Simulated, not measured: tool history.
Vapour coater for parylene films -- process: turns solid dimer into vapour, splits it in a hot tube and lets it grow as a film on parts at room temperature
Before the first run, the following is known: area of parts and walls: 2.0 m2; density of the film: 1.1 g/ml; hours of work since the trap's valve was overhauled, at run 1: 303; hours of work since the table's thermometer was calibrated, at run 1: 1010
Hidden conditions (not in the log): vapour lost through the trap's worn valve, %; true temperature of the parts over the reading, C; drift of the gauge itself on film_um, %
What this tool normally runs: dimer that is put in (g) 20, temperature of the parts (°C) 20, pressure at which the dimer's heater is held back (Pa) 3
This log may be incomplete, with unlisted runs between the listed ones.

run,hour,dimer that is put in (g),temperature of the parts (°C),pressure at which the dimer's heater is held back (Pa),hours of work since the trap's valve was overhauled,hours of work since the table's thermometer was calibrated,thickness of the film (um)
1,0,20,20,3,303,1010,5.41
2,12.3,20,20,3,314,1021,5.46
3,29,20,20,3,328,1035,5.51
4,54,20,20,3,349,1057,5.44
5,67.9,20,19,3,361,1068,5.51
6,90.3,20,19,3,380,1088,5.68
7,116.6,20,20,3,403,1110,5.47
8,142.3,20,20,3,425,1132,5.57
9,163.8,20,20,2.65,443,1150,5.53
10,185.6,13,20,3,462,1169,3.54
11,209.4,13,13,8.57,482,1189,4.17
12,235,13,13,8.57,504,1211,4.1
13,247.6,14,15,3,514,1222,4.44
14,271.1,14,15,3,535,1242,4.49
15,292.8,8,17,2.92,553,1260,2.39
16,313.4,8,17,2.92,571,1278,2.4
# hour 335.2: trap's valve overhauled
17,344.3,8,30,2.92,8,1301,1.58
18,368,17,14,5.36,28,1321,5.37
19,388.8,17,18,7.2,46,1339,4.6
20,401.4,12,16,7.2,56,1349,3.53

What if the next run were any one of these 5? Each begins from the tool's condition after run 20:
A,418.6,17,20,8.75,71,1364,?
B,418.6,20,20,4.71,71,1364,?
C,418.6,13,15,10.61,71,1364,?
D,418.6,15,16,7.93,71,1364,?
E,418.6,12,19,7.2,71,1364,?

run,thickness of the film (um)
A,4.14
B,5.21
C,3.77
D,4.29
E,3.17
With no hidden state in the tool, these same runs would have given:
run,thickness of the film (um)
A,4.14
B,5.22
C,3.77
D,4.29
E,3.17

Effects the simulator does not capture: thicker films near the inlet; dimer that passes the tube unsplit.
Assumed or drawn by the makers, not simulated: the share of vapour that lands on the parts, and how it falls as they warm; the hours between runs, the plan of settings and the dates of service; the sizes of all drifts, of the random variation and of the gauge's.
